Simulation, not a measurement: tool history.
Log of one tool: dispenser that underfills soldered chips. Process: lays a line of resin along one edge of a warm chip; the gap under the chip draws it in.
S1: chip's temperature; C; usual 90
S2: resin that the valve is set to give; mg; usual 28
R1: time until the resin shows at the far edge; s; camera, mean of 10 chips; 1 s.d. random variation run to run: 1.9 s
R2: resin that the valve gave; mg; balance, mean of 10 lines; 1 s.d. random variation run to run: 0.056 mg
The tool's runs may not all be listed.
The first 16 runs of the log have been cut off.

Run 17, hour 63.8: usual settings. Result: R1 334.9 s, R2 27.58 mg.
Run 18, hour 66.4: usual settings. Result: R1 398.8 s, R2 27.59 mg.
At hour 71.6: new syringe of resin.
Run 19, hour 71.8: usual settings but S1 85 C, S2 35.2 mg. Result: R1 215.9 s, R2 34.7 mg.
Run 20, hour 75.4: usual settings but S1 85 C, S2 35.2 mg. Result: R1 266.9 s, R2 34.61 mg.
Run 21, hour 79.5: usual settings but S1 93 C, S2 30 mg. Result: R1 276.9 s, R2 29.51 mg.
Run 22, hour 83.8: usual settings but S1 89 C, S2 29.9 mg. Result: R1 398 s, R2 29.23 mg.
At hour 88.9: new syringe of resin.
Run 23, hour 89.1: usual settings but S1 89 C, S2 29.9 mg. Result: R1 187.8 s, R2 29.22 mg.
Run 24, hour 94.3: usual settings but S1 102 C, S2 31.2 mg. Result: R1 180.3 s, R2 30.51 mg.
Run 25, hour 98.7: usual settings but S1 86 C, S2 32.7 mg. Result: R1 360.7 s, R2 31.88 mg.
At hour 101.8: dispensing valve cleaned and set on the balance.
Run 26, hour 103.9: usual settings but S1 94 C, S2 27.3 mg. Result: R1 385.9 s, R2 27.2 mg.
At hour 107.3: new syringe of resin.
Run 27, hour 108.2: usual settings but S1 96 C, S2 24.2 mg. Result: R1 178.1 s, R2 24.1 mg.
Run 28, hour 111.6: usual settings but S1 94 C. Result: R1 221.3 s, R2 27.99 mg.
Run 29, hour 115.1: usual settings but S1 81 C. Result: R1 384 s, R2 27.94 mg.
Run 30, hour 118.5: usual settings but S1 81 C. Result: R1 470.4 s, R2 27.74 mg.
Run 31, hour 121.1: usual settings but S1 81 C. Result: R1 557.3 s, R2 27.82 mg.
At hour 124.7: new syringe of resin.
Run 32, hour 125.3: usual settings but S1 81 C. Result: R1 252.4 s, R2 27.79 mg.
Run 33, hour 129.4: usual settings but S1 98 C, S2 33.3 mg. Result: R1 198.2 s, R2 33.07 mg.
Run 34, hour 133.4: usual settings but S1 103 C, S2 26.5 mg. Result: R1 227.1 s, R2 26.26 mg.
Run 35, hour 135.9: usual settings but S1 98 C, S2 28.7 mg. Result: R1 296.6 s, R2 28.51 mg.

Consider 5 possible next runs. They are alternatives, not a sequence: every one starts from the tool as it was left by run 35. What does each give?
Run A, hour 140.7: usual settings but S1 103 C, S2 28.7 mg. Result: R1 ?, R2 ?.
Run B, hour 140.7: usual settings but S1 95 C, S2 25.4 mg. Result: R1 ?, R2 ?.
Run C, hour 140.7: usual settings but S2 28.7 mg. Result: R1 ?, R2 ?.
Run D, hour 140.7: usual settings but S1 81 C, S2 35.7 mg. Result: R1 ?, R2 ?.
Run E, hour 140.7: usual settings but S1 79 C, S2 28.7 mg. Result: R1 ?, R2 ?.

run     R1     R2
  A  348.8  28.42
  B  441.7  25.09
  C    486  28.42
  D  610.8  35.35
  E  663.8  28.46
What these runs would have given with no unlogged condition in the tool:
run     R1     R2
  A    135  28.73
  B  170.7  25.36
  C  187.7  28.72
  D  236.4  35.73
  E  256.8  28.77
